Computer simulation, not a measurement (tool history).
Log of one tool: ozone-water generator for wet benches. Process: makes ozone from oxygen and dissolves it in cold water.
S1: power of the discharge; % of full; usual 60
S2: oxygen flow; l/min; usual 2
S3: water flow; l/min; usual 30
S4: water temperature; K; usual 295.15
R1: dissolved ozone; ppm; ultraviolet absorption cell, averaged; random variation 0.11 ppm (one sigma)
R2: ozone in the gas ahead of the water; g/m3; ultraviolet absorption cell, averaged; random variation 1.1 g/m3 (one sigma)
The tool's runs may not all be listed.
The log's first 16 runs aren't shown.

run	hour	S1	S2	S3	S4	R1	R2
17	1744	60	1.18	30	295.15	6.6	239.7
18	1864.8	97	3.55	19	295.15	19.1	194.8
19	2028.2	97	3.55	19	295.15	19.3	194.3
20	2147.1	52	2	35	295.15	6.7	175.9
21	2241.4	93	1.76	47	295.15	6.5	254.5
22	2387.1	74	1.76	24	295.15	11.2	227.3
23	2528.8	74	1.76	24	295.15	11.1	226.8
24	2679	60	1.53	19	296.15	11.7	213.2
25	2804.8	43	2	43	295.15	4.8	161.9
26	2931.1	43	2	43	295.15	4.8	162
27	3016.4	43	1.29	24	295.15	7.4	191.3
28	3086.2	43	1.29	24	295.15	7.3	192.7
29	3200.7	58	1.29	24	289.15	9.1	226.9
30	3312.9	58	1.29	24	289.15	8.9	225.9
31	3440.5	58	1.29	24	289.15	8.8	227
32	3517.3	58	1.29	24	289.15	8.9	227.5
33	3674.2	58	1.29	24	289.15	8.8	227.5
# hour 3699.5: water thermometer calibrated
34	3799.9	58	1.29	24	289.15	9.1	224.8

3 ways to go on from here, each from the tool as it stands after run 34. What would each give?
A	3934.5	58	1.29	34	301.15	?	?
B	3934.5	66	2	30	295.15	?	?
C	3934.5	58	1.29	24	292.15	?	?

run	R1	R2
A	5.8	227.6
B	8.8	203
C	9	228.2
Without the tool's hidden state the same runs would have given:
run	R1	R2
A	5.8	227.9
B	8.8	203.2
C	9	228.5
